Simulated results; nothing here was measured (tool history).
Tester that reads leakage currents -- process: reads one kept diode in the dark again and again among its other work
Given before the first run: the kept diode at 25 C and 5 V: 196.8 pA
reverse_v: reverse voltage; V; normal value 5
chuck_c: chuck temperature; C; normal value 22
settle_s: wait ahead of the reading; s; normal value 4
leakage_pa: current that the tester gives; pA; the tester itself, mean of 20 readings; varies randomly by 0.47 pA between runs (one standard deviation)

{"run": 1, "hour": 0.0, "reverse_v": 5, "chuck_c": 22, "settle_s": 4, "leakage_pa": 142.53}
{"run": 2, "hour": 172.9, "reverse_v": 5, "chuck_c": 22, "settle_s": 4, "leakage_pa": 141.33}
{"run": 3, "hour": 380.7, "reverse_v": 5, "chuck_c": 22, "settle_s": 4, "leakage_pa": 141.09}
{"hour": 463.3, "done": "probe card cleaned and baked"}
{"run": 4, "hour": 559.8, "reverse_v": 5, "chuck_c": 22, "settle_s": 4, "leakage_pa": 138.78}
{"run": 5, "hour": 741.0, "reverse_v": 5, "chuck_c": 25, "settle_s": 4, "leakage_pa": 174.09}
{"run": 6, "hour": 944.0, "reverse_v": 5, "chuck_c": 22, "settle_s": 4, "leakage_pa": 137.24}
{"run": 7, "hour": 1099.4, "reverse_v": 5, "chuck_c": 22, "settle_s": 5.46, "leakage_pa": 135.74}
{"run": 8, "hour": 1200.3, "reverse_v": 5, "chuck_c": 22, "settle_s": 5.46, "leakage_pa": 135.33}
{"run": 9, "hour": 1360.5, "reverse_v": 5, "chuck_c": 22, "settle_s": 5.46, "leakage_pa": 134.74}
{"run": 10, "hour": 1504.1, "reverse_v": 3.1, "chuck_c": 42, "settle_s": 1.44, "leakage_pa": 506.76}
{"hour": 1713.8, "done": "tester calibrated"}
{"run": 11, "hour": 1747.9, "reverse_v": 5, "chuck_c": 22, "settle_s": 0.32, "leakage_pa": 133.89}
{"hour": 1912.9, "done": "chuck's temperature calibrated"}
{"run": 12, "hour": 1999.0, "reverse_v": 6.12, "chuck_c": 30, "settle_s": 4, "leakage_pa": 304.89}
{"run": 13, "hour": 2185.3, "reverse_v": 18.45, "chuck_c": 25, "settle_s": 1.44, "leakage_pa": 300.19}
{"run": 14, "hour": 2422.7, "reverse_v": 8.58, "chuck_c": 22, "settle_s": 8.63, "leakage_pa": 183.83}
{"run": 15, "hour": 2612.6, "reverse_v": 8.58, "chuck_c": 22, "settle_s": 8.63, "leakage_pa": 181.78}

What if the next run were any one of these 4? Each begins from the tool's condition after run 15:
{"run": "A", "hour": 2844.8, "reverse_v": 7.93, "chuck_c": 22, "settle_s": 4, "leakage_pa": "?"}
{"run": "B", "hour": 2844.8, "reverse_v": 2.27, "chuck_c": 59, "settle_s": 8.63, "leakage_pa": "?"}
{"run": "C", "hour": 2844.8, "reverse_v": 3.55, "chuck_c": 46, "settle_s": 2.67, "leakage_pa": "?"}
{"run": "D", "hour": 2844.8, "reverse_v": 1.6, "chuck_c": 22, "settle_s": 2.68, "leakage_pa": "?"}

run=A leakage_pa=175.6
run=B leakage_pa=1531.79
run=C leakage_pa=776.91
run=D leakage_pa=105.36
With the hidden condition removed and each run's random variation left untouched, the same runs would have given:
run=A leakage_pa=180.83
run=B leakage_pa=1574.39
run=C leakage_pa=800.15
run=D leakage_pa=108.94
